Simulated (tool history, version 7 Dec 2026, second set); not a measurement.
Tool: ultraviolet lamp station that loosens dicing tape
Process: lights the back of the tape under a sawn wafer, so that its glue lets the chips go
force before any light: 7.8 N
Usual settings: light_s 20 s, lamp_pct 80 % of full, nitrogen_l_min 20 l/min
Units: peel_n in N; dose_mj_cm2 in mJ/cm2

run	hour	light_s	lamp_pct	nitrogen_l_min	peel_n	dose_mj_cm2
1	0.0	20	80	20	0.594	303
# hour 13.8: window cleaned of glue's vapour
2	30.4	20	100	20	0.359	372
3	64.9	13	100	20	0.927	246
4	100.1	13	100	20	0.949	242
5	128.5	13	100	20	0.928	244
6	162.5	13	100	20	0.938	243
7	184.2	27	67	8	1.054	341
8	209.5	10	97	11	2.161	185

Run 9 comes next. What will it give?
9	229.8	17	91	7	?	?

peel_n: 1.555 N
dose_mj_cm2: 289 mJ/cm2
Without the tool's hidden state the same run would have given peel_n 1.552 N, dose_mj_cm2 289 mJ/cm2.
